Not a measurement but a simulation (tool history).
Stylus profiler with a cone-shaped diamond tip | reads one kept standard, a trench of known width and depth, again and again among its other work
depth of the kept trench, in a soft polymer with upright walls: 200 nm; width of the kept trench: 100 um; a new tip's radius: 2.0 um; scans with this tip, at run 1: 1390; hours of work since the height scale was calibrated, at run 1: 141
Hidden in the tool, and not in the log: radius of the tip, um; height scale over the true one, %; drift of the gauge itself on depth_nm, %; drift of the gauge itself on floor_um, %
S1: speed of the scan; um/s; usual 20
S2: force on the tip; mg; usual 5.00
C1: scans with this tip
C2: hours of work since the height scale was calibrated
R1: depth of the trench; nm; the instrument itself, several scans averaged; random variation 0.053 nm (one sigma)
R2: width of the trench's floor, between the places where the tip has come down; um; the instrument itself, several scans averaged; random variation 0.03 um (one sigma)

run     day  S1     S2    C1   C2      R1     R2
  1   0.000  20   5.00  1390  141  203.62  98.15
  2   0.896  20   5.00  1527  155  203.48  98.12
  3   1.333  20   5.00  1594  161  203.41  98.08
  4   1.746  20   5.00  1657  168  203.52  98.06
  5   2.621  20   5.00  1791  181  203.49  98.11
  6   3.562  20   5.00  1934  196  203.51  98.06
  7   4.054  20   5.00  2009  204  203.50  98.05
  8   4.546  20   5.00  2085  211  203.40  98.07
  9   5.217  20  10.57  2187  222  205.70  98.03
 10   6.142  20  10.57  2328  236  205.80  98.09
 11   6.733  20  10.57  2419  245  205.69  98.14
 12   7.675  20   4.57  2563  260  203.15  98.05
 13   8.583  20   4.57  2701  274  203.25  98.07
 14   9.092  67   4.57  2779  281  203.24  97.97
 15   9.896  20  12.38  2901  294  206.47  98.09
 16  10.708  20  12.38  3026  306  206.44  98.04
 17  11.108  20  12.38  3087  313  206.47  98.07
 18  11.612  20  12.38  3164  320  206.41  98.06
 19  12.054  20  12.38  3231  327  206.39  98.02
 20  13.021  20   3.36  3379  342  202.52  97.96
 21  13.654  20   3.36  3476  352  202.57  97.97
 22  14.638  20   3.36  3626  367  202.48  98.01
 23  15.325  14  13.25  3731  378  206.70  98.02
 24  16.046  11   6.71  3841  389  204.15  98.02
 25  16.729  67  10.95  3945  400  205.93  97.99
 26  17.675   8   7.22  4090  414  204.27  98.00
 27  18.621  11   4.73  4235  429  203.22  97.99
 28  19.167  41   6.14  4318  437  203.81  97.97
 29  20.017  22   4.04  4448  451  202.89  97.95
 30  20.542  22   7.29  4528  459  204.43  97.96
 31  21.396  22   2.10  4658  472  201.57  97.92
 32  22.021  56   9.82  4754  481  205.41  97.90
 33  22.888  10   8.66  4886  495  204.92  97.97
 34  23.350  10   8.66  4957  502  204.86  97.99
 35  24.021   8   4.33  5059  512  202.87  97.99
 36  24.812   8  11.10  5180  525  205.82  97.89
 37  25.712   8   7.72  5317  539  204.45  97.88
 38  26.608  40   9.61  5455  552  205.10  97.90
 39  27.112  20   3.42  5531  560  202.46  97.93
 40  27.871  11   2.57  5647  572  201.94  97.84

Hidden state or all else? Some run-to-run changes of R1, split into what the settings, what came in and random variation would give without the hidden state, and what is left for the hidden state (with any gauge scatter that isn't in both results):
Run 8 -> 9: S2 5.00 -> 10.57. R1 +2.30 nm: hidden state -0.02, all else +2.32.
Run 12 -> 13: no setting changed, nothing entered. R1 +0.10 nm: hidden state -0.02, all else +0.12.
Run 19 -> 20: S2 12.38 -> 3.36. R1 -3.87 nm: hidden state +0.00, all else -3.87.
Run 20 -> 21: no setting changed, nothing entered. R1 +0.05 nm: hidden state -0.02, all else +0.07.
Run 22 -> 23: S1 20 -> 14, S2 3.36 -> 13.25. R1 +4.22 nm: hidden state -0.01, all else +4.23.
Run 31 -> 32: S1 22 -> 56, S2 2.10 -> 9.82. R1 +3.84 nm: hidden state -0.02, all else +3.86.

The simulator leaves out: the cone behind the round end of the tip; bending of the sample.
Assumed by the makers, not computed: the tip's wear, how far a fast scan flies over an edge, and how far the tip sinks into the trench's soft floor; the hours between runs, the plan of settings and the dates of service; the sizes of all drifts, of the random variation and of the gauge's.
